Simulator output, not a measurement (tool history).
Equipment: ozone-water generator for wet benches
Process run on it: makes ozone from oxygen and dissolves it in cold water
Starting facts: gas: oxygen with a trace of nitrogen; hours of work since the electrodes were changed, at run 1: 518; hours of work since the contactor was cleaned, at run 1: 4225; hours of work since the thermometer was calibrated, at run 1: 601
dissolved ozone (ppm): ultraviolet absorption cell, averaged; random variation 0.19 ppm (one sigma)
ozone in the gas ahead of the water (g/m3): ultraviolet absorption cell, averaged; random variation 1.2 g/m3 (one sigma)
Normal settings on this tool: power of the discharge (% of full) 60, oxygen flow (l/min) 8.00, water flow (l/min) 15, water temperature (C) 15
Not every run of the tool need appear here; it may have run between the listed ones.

run     day  power of the discharge (% of full)  oxygen flow (l/min)  water flow (l/min)  water temperature (C)  hours of work since the electrodes were changed  hours of work since the contactor was cleaned  hours of work since the thermometer was calibrated  dissolved ozone (ppm)  ozone in the gas ahead of the water (g/m3)
  1   0.000                                  60                 8.00                  15                     15                                              518                                           4225                                                 601                   25.8                                       205.4
  2   1.629                                  60                 8.00                  17                     15                                              548                                           4254                                                 631                   23.7                                       200.4
  3   4.438                                  60                 8.00                  17                     19                                              599                                           4306                                                 682                   21.5                                       203.8
  4   6.575                                  60                 8.00                  17                     19                                              638                                           4345                                                 721                   22.0                                       203.0
  5   8.204                                  60                 8.00                  15                     15                                              668                                           4374                                                 751                   25.7                                       203.5
  6  11.346                                  60                 8.00                  15                     15                                              725                                           4432                                                 808                   25.9                                       203.7
  7  13.138                                  60                 8.00                  15                     15                                              758                                           4464                                                 841                   25.6                                       203.8
  8  15.067                                  67                 8.00                  15                     15                                              793                                           4499                                                 876                   28.4                                       223.1
  9  16.575                                  67                 8.00                  15                     15                                              821                                           4527                                                 904                   28.2                                       224.0
 10  18.025                                  60                 8.00                  11                     15                                              847                                           4553                                                 930                   31.5                                       202.6
 11  20.454                                  60                 8.00                  15                     15                                              891                                           4598                                                 974                   26.0                                       203.2
 12  21.788                                  60                 8.00                  15                     15                                              916                                           4622                                                 999                   25.8                                       202.1
 13  23.554                                  60                 8.00                  15                     15                                              948                                           4654                                                1031                   25.5                                       202.9
 14  25.183                                  60                 8.00                  14                     15                                              978                                           4684                                                1061                   26.8                                       200.0
 15  28.392                                  60                 4.83                  15                      8                                             1036                                           4743                                                1119                   31.0                                       280.4
 16  31.504                                  60                 4.83                  15                      8                                             1093                                           4799                                                1176                   31.4                                       279.0
 17  33.454                                  60                 4.64                  20                      8                                             1129                                           4835                                                1211                   23.5                                       289.7
 18  36.179                                  60                12.16                  15                     15                                             1178                                           4885                                                1261                   22.5                                       150.6
 19  39.033                                  60                 9.19                  18                     15                                             1230                                           4937                                                1313                   21.5                                       182.7
 20  41.104                                  60                 7.70                  15                     15                                             1268                                           4974                                                1351                   25.6                                       205.2
 21  43.021                                 100                10.77                  24                      8                                             1303                                           5009                                                1386                   28.6                                       252.4
 22  44.525                                 100                10.77                  24                      8                                             1330                                           5037                                                1413                   28.7                                       253.8
 23  47.221                                 100                10.77                  24                      8                                             1380                                           5086                                                1463                   28.4                                       251.8
 24  50.208                                  60                13.38                  17                     15                                             1434                                           5141                                                1517                   19.9                                       142.9
 25  53.138                                  68                 5.96                  11                     15                                             1488                                           5194                                                1570                   37.5                                       269.9
 26  56.188                                  45                 4.81                  22                     15                                             1543                                           5250                                                1626                   15.4                                       220.4
 27  59.317                                  74                 6.84                  14                      9                                             1600                                           5307                                                1683                   36.0                                       264.2

What if the next run were any one of these 4? Each begins from the tool's condition after run 27:
  A  61.775                                  74                 5.65                  11                      9                                             1645                                           5351                                                1728                      ?                                           ?
  B  61.775                                  47                 8.00                  18                     15                                             1645                                           5351                                                1728                      ?                                           ?
  C  61.775                                  60                 7.10                  15                     15                                             1645                                           5351                                                1728                      ?                                           ?
  D  61.775                                  74                 5.79                  14                      9                                             1645                                           5351                                                1728                      ?                                           ?

run  dissolved ozone (ppm)  ozone in the gas ahead of the water (g/m3)
  A                   45.5                                       299.1
  B                   17.9                                       163.3
  C                   25.5                                       215.7
  D                   37.4                                       292.8
Take away the tool's hidden state, keep each run's random variation, and the runs would have read:
run  dissolved ozone (ppm)  ozone in the gas ahead of the water (g/m3)
  A                   49.5                                       316.5
  B                   19.2                                       169.2
  C                   27.6                                       226.0
  D                   40.8                                       309.8
